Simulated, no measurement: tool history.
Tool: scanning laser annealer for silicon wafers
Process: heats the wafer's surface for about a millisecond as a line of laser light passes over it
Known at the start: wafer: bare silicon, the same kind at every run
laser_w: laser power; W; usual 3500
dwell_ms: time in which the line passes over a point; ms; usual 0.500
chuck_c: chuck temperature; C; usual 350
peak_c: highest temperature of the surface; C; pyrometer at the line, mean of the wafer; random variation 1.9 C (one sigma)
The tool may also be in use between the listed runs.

run	day	laser_w	dwell_ms	chuck_c	peak_c
1	0.000	3500	0.500	350	1097
# day 0.275: window over the wafer cleaned
2	2.808	3500	0.500	350	1068
3	5.383	3500	0.355	350	964
4	8.258	3500	0.355	350	961
5	11.054	3500	0.355	350	959
6	14.083	3500	0.500	350	1056
7	16.696	3500	0.500	350	1050
# day 17.825: window over the wafer cleaned, once more
8	18.158	3500	0.500	350	1152
9	21.317	3500	0.500	350	1151
10	23.708	3500	0.500	318	1117
11	25.525	3500	0.500	318	1108
12	27.183	3500	0.500	318	1108
13	28.562	3500	0.500	318	1107
14	31.412	3500	0.505	350	1135
15	34.679	3500	0.505	350	1134
16	37.075	3500	0.505	350	1129
17	38.621	3500	0.505	350	1127
18	40.938	3500	0.586	350	1179
19	43.138	3500	0.586	350	1173
20	45.858	3500	0.586	350	1168
21	48.679	3500	0.586	350	1167
22	50.829	3500	0.511	364	1126
23	52.825	3500	0.511	364	1124
24	54.204	3384	0.468	338	1038
25	56.108	3627	0.468	338	1103
26	57.529	3500	0.606	350	1166
27	59.454	3500	0.606	350	1162
# day 59.800: window over the wafer cleaned
28	62.271	3738	0.500	313	1178
29	65.012	3614	0.533	340	1189
30	67.492	3500	0.533	340	1153
31	70.062	3500	0.533	340	1147
32	73.325	3109	0.500	350	1016
33	75.129	3610	0.438	342	1105
34	77.146	3731	0.354	322	1046
35	80.283	3731	0.354	322	1041
36	83.250	3701	0.504	322	1148
37	85.342	3701	0.504	322	1146
# day 87.162: optics aligned, line set to its width
38	87.867	3701	0.504	322	1166
39	90.588	3701	0.504	322	1165
40	93.929	3246	0.504	322	1025

Measured less the same run without the tool's hidden state. The same run-to-run variation is in both; the gauge's scatter may not be:
The hidden state here: light that passes the window, % of a clean one's; laser's true power over the reading, %; width of the line over the set one, %; drift of the gauge itself on peak_c, C.
run	peak_c
1	-60
2	-93
3	-83
4	-86
5	-89
6	-108
7	-112
8	-9
9	-14
10	-17
11	-19
12	-21
13	-24
14	-27
15	-32
16	-35
17	-37
18	-43
19	-47
20	-51
21	-55
22	-54
23	-57
24	-54
25	-62
26	-68
27	-71
28	-18
29	-21
30	-23
31	-27
32	-27
33	-33
34	-33
35	-37
36	-48
37	-51
38	-33
39	-36
40	-35
